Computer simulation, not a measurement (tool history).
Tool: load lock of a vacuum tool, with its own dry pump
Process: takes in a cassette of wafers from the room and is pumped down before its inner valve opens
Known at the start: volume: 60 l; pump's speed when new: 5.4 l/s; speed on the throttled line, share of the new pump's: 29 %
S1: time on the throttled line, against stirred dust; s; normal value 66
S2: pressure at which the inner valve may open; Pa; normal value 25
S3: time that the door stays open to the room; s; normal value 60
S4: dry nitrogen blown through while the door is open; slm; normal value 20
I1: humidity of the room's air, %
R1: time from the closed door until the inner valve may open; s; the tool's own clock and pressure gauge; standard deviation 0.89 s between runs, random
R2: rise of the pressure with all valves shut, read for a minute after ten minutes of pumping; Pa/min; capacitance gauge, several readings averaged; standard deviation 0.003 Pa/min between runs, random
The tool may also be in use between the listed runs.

{"run": 1, "hour": 0.0, "S1": 66, "S2": 25, "S3": 60, "S4": 20, "I1": 41.5, "R1": 140.4, "R2": 0.026}
{"run": 2, "hour": 300.0, "S1": 66, "S2": 25, "S3": 60, "S4": 20, "I1": 46.0, "R1": 139.8, "R2": 0.028}
{"run": 3, "hour": 542.0, "S1": 66, "S2": 25, "S3": 60, "S4": 7, "I1": 43.3, "R1": 139.3, "R2": 0.045}
{"run": 4, "hour": 847.2, "S1": 66, "S2": 25, "S3": 60, "S4": 20, "I1": 44.9, "R1": 141.2, "R2": 0.028}
{"run": 5, "hour": 1312.9, "S1": 66, "S2": 25, "S3": 60, "S4": 20, "I1": 43.9, "R1": 138.5, "R2": 0.032}
{"run": 6, "hour": 1832.9, "S1": 88, "S2": 25, "S3": 60, "S4": 20, "I1": 43.9, "R1": 155.4, "R2": 0.032}
{"run": 7, "hour": 2258.6, "S1": 88, "S2": 25, "S3": 60, "S4": 20, "I1": 43.3, "R1": 153.9, "R2": 0.031}
{"run": 8, "hour": 2531.8, "S1": 66, "S2": 25, "S3": 60, "S4": 20, "I1": 43.7, "R1": 139.3, "R2": 0.034}
{"run": 9, "hour": 2748.5, "S1": 109, "S2": 38, "S3": 41, "S4": 20, "I1": 49.4, "R1": 166.3, "R2": 0.031}
{"run": 10, "hour": 3096.0, "S1": 112, "S2": 22, "S3": 60, "S4": 22, "I1": 44.8, "R1": 173.0, "R2": 0.033}
{"run": 11, "hour": 3447.5, "S1": 112, "S2": 22, "S3": 60, "S4": 22, "I1": 46.0, "R1": 174.5, "R2": 0.03}
{"run": 12, "hour": 3934.3, "S1": 112, "S2": 22, "S3": 60, "S4": 22, "I1": 49.0, "R1": 174.1, "R2": 0.034}
{"run": 13, "hour": 4368.3, "S1": 112, "S2": 22, "S3": 60, "S4": 22, "I1": 47.7, "R1": 172.7, "R2": 0.035}
{"run": 14, "hour": 4611.0, "S1": 112, "S2": 22, "S3": 60, "S4": 22, "I1": 45.4, "R1": 175.3, "R2": 0.03}
{"run": 15, "hour": 5057.0, "S1": 67, "S2": 22, "S3": 41, "S4": 22, "I1": 45.9, "R1": 141.8, "R2": 0.024}
{"run": 16, "hour": 5292.8, "S1": 67, "S2": 22, "S3": 41, "S4": 22, "I1": 42.9, "R1": 141.8, "R2": 0.026}

Branching from run 16: 4 alternative next runs. What would each branch give?
{"run": "A", "hour": 5812.9, "S1": 42, "S2": 25, "S3": 37, "S4": 44, "I1": 43.3, "R1": "?", "R2": "?"}
{"run": "B", "hour": 5812.9, "S1": 66, "S2": 25, "S3": 28, "S4": 20, "I1": 45.8, "R1": "?", "R2": "?"}
{"run": "C", "hour": 5812.9, "S1": 36, "S2": 25, "S3": 107, "S4": 36, "I1": 46.6, "R1": "?", "R2": "?"}
{"run": "D", "hour": 5812.9, "S1": 43, "S2": 35, "S3": 41, "S4": 22, "I1": 46.5, "R1": "?", "R2": "?"}

run=A R1=122.0 R2=0.015
run=B R1=140.7 R2=0.023
run=C R1=119.0 R2=0.038
run=D R1=120.3 R2=0.033
Stripped of hidden state, with their random variation kept, the same runs would have yielded:
run=A R1=121.9 R2=0.015
run=B R1=140.6 R2=0.023
run=C R1=118.9 R2=0.038
run=D R1=120.2 R2=0.033
